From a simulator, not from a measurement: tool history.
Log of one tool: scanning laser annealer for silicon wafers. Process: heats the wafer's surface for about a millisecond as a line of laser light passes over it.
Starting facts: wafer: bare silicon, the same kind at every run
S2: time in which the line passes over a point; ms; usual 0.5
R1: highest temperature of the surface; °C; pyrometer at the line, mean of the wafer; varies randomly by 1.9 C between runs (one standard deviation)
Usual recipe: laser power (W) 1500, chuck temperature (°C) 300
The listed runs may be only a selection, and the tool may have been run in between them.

run 1 day=0 | laser_power_(W)=1500 S2=0.5 chuck_temperature_(°C)=300 | R1=1100
run 2 day=1.542 | laser_power_(W)=1500 S2=0.5 chuck_temperature_(°C)=300 | R1=1101
run 3 day=3.454 | laser_power_(W)=1500 S2=0.5 chuck_temperature_(°C)=300 | R1=1096
run 4 day=5.417 | laser_power_(W)=1500 S2=0.5 chuck_temperature_(°C)=300 | R1=1097
run 5 day=6.883 | laser_power_(W)=1500 S2=0.5 chuck_temperature_(°C)=300 | R1=1093
run 6 day=8.046 | laser_power_(W)=1500 S2=0.5 chuck_temperature_(°C)=319 | R1=1111
run 7 day=9.471 | laser_power_(W)=1500 S2=0.5 chuck_temperature_(°C)=300 | R1=1091
-- day=10.079 window over the wafer cleaned
run 8 day=10.462 | laser_power_(W)=1500 S2=0.5 chuck_temperature_(°C)=300 | R1=1108
run 9 day=11.829 | laser_power_(W)=1500 S2=0.5 chuck_temperature_(°C)=300 | R1=1109
run 10 day=13.275 | laser_power_(W)=1500 S2=0.5 chuck_temperature_(°C)=300 | R1=1109
run 11 day=14.175 | laser_power_(W)=1534 S2=0.5 chuck_temperature_(°C)=300 | R1=1127
run 12 day=15.55 | laser_power_(W)=1534 S2=0.5 chuck_temperature_(°C)=300 | R1=1125
run 13 day=17.308 | laser_power_(W)=1534 S2=0.5 chuck_temperature_(°C)=300 | R1=1128
run 14 day=18.408 | laser_power_(W)=1534 S2=0.5 chuck_temperature_(°C)=300 | R1=1122
run 15 day=19.638 | laser_power_(W)=1534 S2=0.5 chuck_temperature_(°C)=300 | R1=1122
run 16 day=20.75 | laser_power_(W)=1433 S2=0.58 chuck_temperature_(°C)=311 | R1=1114
run 17 day=22.333 | laser_power_(W)=1433 S2=0.504 chuck_temperature_(°C)=311 | R1=1068
run 18 day=23.429 | laser_power_(W)=1325 S2=0.463 chuck_temperature_(°C)=281 | R1=941
run 19 day=24.421 | laser_power_(W)=1500 S2=0.517 chuck_temperature_(°C)=300 | R1=1107
run 20 day=26.025 | laser_power_(W)=1533 S2=0.584 chuck_temperature_(°C)=280 | R1=1147
run 21 day=27.962 | laser_power_(W)=1533 S2=0.405 chuck_temperature_(°C)=295 | R1=1033
run 22 day=29.404 | laser_power_(W)=1533 S2=0.405 chuck_temperature_(°C)=295 | R1=1036
run 23 day=30.996 | laser_power_(W)=1533 S2=0.397 chuck_temperature_(°C)=274 | R1=1007
run 24 day=32.833 | laser_power_(W)=1533 S2=0.397 chuck_temperature_(°C)=274 | R1=1005
run 25 day=33.912 | laser_power_(W)=1531 S2=0.397 chuck_temperature_(°C)=331 | R1=1059

Each row is a separate what-if for the run after 25, all from the same tool condition, not one after another. Results?
-- day=35.446 optics aligned, line set to its width
run A day=36.071 | laser_power_(W)=1537 S2=0.559 chuck_temperature_(°C)=325 | R1=?
-- day=35.446 optics aligned, line set to its width
run B day=36.071 | laser_power_(W)=1370 S2=0.573 chuck_temperature_(°C)=331 | R1=?
-- day=35.446 optics aligned, line set to its width
run C day=36.071 | laser_power_(W)=1500 S2=0.525 chuck_temperature_(°C)=300 | R1=?
-- day=35.446 optics aligned, line set to its width
run D day=36.071 | laser_power_(W)=1335 S2=0.5 chuck_temperature_(°C)=300 | R1=?
-- day=35.446 optics aligned, line set to its width
run E day=36.071 | laser_power_(W)=1560 S2=0.426 chuck_temperature_(°C)=326 | R1=?

run=A R1=1194
run=B R1=1094
run=C R1=1121
run=D R1=995
run=E R1=1113
With no hidden state in the tool, these same runs would have given:
run=A R1=1216
run=B R1=1113
run=C R1=1142
run=D R1=1012
run=E R1=1133
